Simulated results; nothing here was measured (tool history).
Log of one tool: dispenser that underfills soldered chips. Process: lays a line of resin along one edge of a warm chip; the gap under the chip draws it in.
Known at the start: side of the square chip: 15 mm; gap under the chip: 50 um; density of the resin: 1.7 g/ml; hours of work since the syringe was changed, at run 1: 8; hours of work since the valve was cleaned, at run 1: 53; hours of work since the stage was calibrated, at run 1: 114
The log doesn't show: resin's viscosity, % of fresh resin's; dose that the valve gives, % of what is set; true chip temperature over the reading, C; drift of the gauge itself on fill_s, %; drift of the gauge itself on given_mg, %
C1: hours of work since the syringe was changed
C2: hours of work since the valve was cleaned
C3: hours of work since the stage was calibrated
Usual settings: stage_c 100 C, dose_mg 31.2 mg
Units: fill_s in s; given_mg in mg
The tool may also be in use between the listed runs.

{"run": 1, "hour": 0.0, "stage_c": 100, "dose_mg": 31.2, "C1": 8, "C2": 53, "C3": 114, "fill_s": 225.5, "given_mg": 29.77}
{"hour": 2.8, "done": "new syringe of resin"}
{"hour": 5.7, "done": "dispensing valve cleaned and set on the balance"}
{"run": 2, "hour": 6.6, "stage_c": 100, "dose_mg": 31.2, "C1": 2, "C2": 1, "C3": 118, "fill_s": 174.1, "given_mg": 31.12}
{"run": 3, "hour": 11.6, "stage_c": 100, "dose_mg": 31.2, "C1": 6, "C2": 5, "C3": 122, "fill_s": 206.9, "given_mg": 31.17}
{"run": 4, "hour": 15.4, "stage_c": 100, "dose_mg": 31.2, "C1": 9, "C2": 8, "C3": 125, "fill_s": 234.4, "given_mg": 31.02}
{"hour": 16.6, "done": "new syringe of resin"}
{"run": 5, "hour": 18.1, "stage_c": 100, "dose_mg": 31.2, "C1": 1, "C2": 10, "C3": 127, "fill_s": 172.5, "given_mg": 31.01}
{"run": 6, "hour": 21.4, "stage_c": 100, "dose_mg": 31.2, "C1": 4, "C2": 12, "C3": 129, "fill_s": 188.2, "given_mg": 30.83}
{"run": 7, "hour": 25.4, "stage_c": 100, "dose_mg": 31.2, "C1": 7, "C2": 15, "C3": 133, "fill_s": 219.2, "given_mg": 30.76}
{"hour": 29.4, "done": "new syringe of resin"}
{"run": 8, "hour": 29.4, "stage_c": 100, "dose_mg": 31.2, "C1": 0, "C2": 18, "C3": 136, "fill_s": 158.4, "given_mg": 30.63}
{"run": 9, "hour": 31.7, "stage_c": 105, "dose_mg": 31.2, "C1": 2, "C2": 20, "C3": 137, "fill_s": 146.9, "given_mg": 30.63}
{"run": 10, "hour": 37.1, "stage_c": 100, "dose_mg": 31.2, "C1": 6, "C2": 25, "C3": 142, "fill_s": 203.9, "given_mg": 30.56}
{"run": 11, "hour": 41.8, "stage_c": 100, "dose_mg": 31.2, "C1": 10, "C2": 28, "C3": 146, "fill_s": 233.2, "given_mg": 30.42}
{"hour": 42.5, "done": "new syringe of resin"}
{"run": 12, "hour": 45.4, "stage_c": 100, "dose_mg": 26.8, "C1": 2, "C2": 31, "C3": 148, "fill_s": 181.5, "given_mg": 26.03}
{"run": 13, "hour": 50.6, "stage_c": 100, "dose_mg": 26.8, "C1": 6, "C2": 35, "C3": 152, "fill_s": 214.3, "given_mg": 26.03}
{"run": 14, "hour": 54.0, "stage_c": 105, "dose_mg": 32.0, "C1": 9, "C2": 38, "C3": 155, "fill_s": 197.9, "given_mg": 30.91}
{"hour": 55.3, "done": "new syringe of resin"}
{"run": 15, "hour": 57.5, "stage_c": 111, "dose_mg": 28.2, "C1": 2, "C2": 40, "C3": 158, "fill_s": 117.5, "given_mg": 27.13}
{"run": 16, "hour": 61.1, "stage_c": 91, "dose_mg": 30.5, "C1": 5, "C2": 43, "C3": 160, "fill_s": 255.7, "given_mg": 29.42}
{"run": 17, "hour": 65.0, "stage_c": 87, "dose_mg": 31.2, "C1": 8, "C2": 46, "C3": 164, "fill_s": 340.0, "given_mg": 29.96}
{"hour": 68.4, "done": "new syringe of resin"}
{"run": 18, "hour": 68.7, "stage_c": 102, "dose_mg": 31.3, "C1": 0, "C2": 49, "C3": 166, "fill_s": 149.6, "given_mg": 29.99}
{"run": 19, "hour": 71.6, "stage_c": 98, "dose_mg": 31.2, "C1": 3, "C2": 51, "C3": 169, "fill_s": 190.8, "given_mg": 29.88}
{"run": 20, "hour": 75.4, "stage_c": 88, "dose_mg": 34.9, "C1": 6, "C2": 54, "C3": 172, "fill_s": 301.3, "given_mg": 33.33}
{"hour": 79.0, "done": "dispensing valve cleaned and set on the balance"}
{"run": 21, "hour": 81.7, "stage_c": 88, "dose_mg": 34.9, "C1": 10, "C2": 2, "C3": 176, "fill_s": 361.2, "given_mg": 34.74}
{"hour": 82.3, "done": "new syringe of resin"}
{"run": 22, "hour": 85.2, "stage_c": 101, "dose_mg": 27.0, "C1": 2, "C2": 5, "C3": 178, "fill_s": 173.2, "given_mg": 26.79}
{"run": 23, "hour": 87.5, "stage_c": 88, "dose_mg": 33.5, "C1": 4, "C2": 7, "C3": 180, "fill_s": 287.1, "given_mg": 33.26}
{"run": 24, "hour": 92.9, "stage_c": 88, "dose_mg": 33.5, "C1": 8, "C2": 11, "C3": 185, "fill_s": 342.1, "given_mg": 33.16}

Forecast each of these 5 alternatives for the next run:
{"hour": 95.4, "done": "new syringe of resin"}
{"run": "A", "hour": 95.6, "stage_c": 100, "dose_mg": 39.2, "C1": 0, "C2": 13, "C3": 187, "fill_s": "?", "given_mg": "?"}
{"hour": 95.4, "done": "new syringe of resin"}
{"run": "B", "hour": 95.6, "stage_c": 86, "dose_mg": 33.0, "C1": 0, "C2": 13, "C3": 187, "fill_s": "?", "given_mg": "?"}
{"hour": 95.4, "done": "new syringe of resin"}
{"run": "C", "hour": 95.6, "stage_c": 104, "dose_mg": 35.3, "C1": 0, "C2": 13, "C3": 187, "fill_s": "?", "given_mg": "?"}
{"hour": 95.4, "done": "new syringe of resin"}
{"run": "D", "hour": 95.6, "stage_c": 90, "dose_mg": 30.0, "C1": 0, "C2": 13, "C3": 187, "fill_s": "?", "given_mg": "?"}
{"hour": 95.4, "done": "new syringe of resin"}
{"run": "E", "hour": 95.6, "stage_c": 101, "dose_mg": 31.2, "C1": 0, "C2": 13, "C3": 187, "fill_s": "?", "given_mg": "?"}

run=A fill_s=162.8 given_mg=38.67
run=B fill_s=263.2 given_mg=32.65
run=C fill_s=139.9 given_mg=34.81
run=D fill_s=227.4 given_mg=29.59
run=E fill_s=158.5 given_mg=30.86
Without the tool's hidden state the same runs would have given:
run=A fill_s=163.7 given_mg=39.21
run=B fill_s=265.2 given_mg=33.10
run=C fill_s=140.6 given_mg=35.29
run=D fill_s=228.7 given_mg=30.00
run=E fill_s=159.2 given_mg=31.28

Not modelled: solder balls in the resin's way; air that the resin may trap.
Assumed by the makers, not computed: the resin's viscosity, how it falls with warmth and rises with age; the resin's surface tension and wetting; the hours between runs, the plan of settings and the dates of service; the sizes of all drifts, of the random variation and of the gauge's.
